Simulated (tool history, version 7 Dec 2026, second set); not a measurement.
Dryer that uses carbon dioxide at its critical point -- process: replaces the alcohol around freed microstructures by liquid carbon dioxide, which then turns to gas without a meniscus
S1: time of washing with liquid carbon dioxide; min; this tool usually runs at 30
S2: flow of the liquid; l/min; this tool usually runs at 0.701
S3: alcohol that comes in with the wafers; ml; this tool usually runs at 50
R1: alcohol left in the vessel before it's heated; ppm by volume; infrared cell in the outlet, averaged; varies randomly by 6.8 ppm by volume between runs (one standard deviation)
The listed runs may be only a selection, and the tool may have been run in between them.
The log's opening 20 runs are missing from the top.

run 21 hour=301.5 | S1=48 S2=0.636 S3=59 | R1=145
run 22 hour=316.8 | S1=48 S2=0.636 S3=59 | R1=138
run 23 hour=326.8 | S1=48 S2=0.636 S3=59 | R1=144
run 24 hour=346.2 | S1=40 S2=0.989 S3=40 | R1=42
run 25 hour=364.6 | S1=30 S2=0.701 S3=48 | R1=477
-- hour=369.1 inlet filter changed
run 26 hour=383.7 | S1=30 S2=0.701 S3=22 | R1=164
run 27 hour=394.1 | S1=30 S2=0.701 S3=62 | R1=409
run 28 hour=410.0 | S1=30 S2=0.874 S3=39 | R1=133
run 29 hour=420.7 | S1=28 S2=0.701 S3=94 | R1=803
run 30 hour=437.7 | S1=28 S2=0.701 S3=94 | R1=797
run 31 hour=446.4 | S1=36 S2=0.982 S3=94 | R1=74
run 32 hour=462.0 | S1=42 S2=0.785 S3=71 | R1=89
run 33 hour=474.1 | S1=26 S2=0.746 S3=100 | R1=916
run 34 hour=483.5 | S1=33 S2=0.701 S3=50 | R1=260
run 35 hour=503.5 | S1=33 S2=0.701 S3=50 | R1=263
run 36 hour=515.5 | S1=20 S2=0.563 S3=73 | R1=2737
run 37 hour=534.9 | S1=25 S2=0.694 S3=31 | R1=442
run 38 hour=550.0 | S1=30 S2=0.616 S3=88 | R1=1013

Predict each of these 3 candidate next runs independently; none follows another, all start after run 38:
run A hour=561.7 | S1=30 S2=0.616 S3=30 | R1=?
run B hour=561.7 | S1=30 S2=1.156 S3=50 | R1=?
run C hour=561.7 | S1=30 S2=0.561 S3=88 | R1=?

run=A R1=368
run=B R1=62
run=C R1=1332
Stripped of hidden state, with their random variation kept, the same runs would have yielded:
run=A R1=293
run=B R1=30
run=C R1=1127
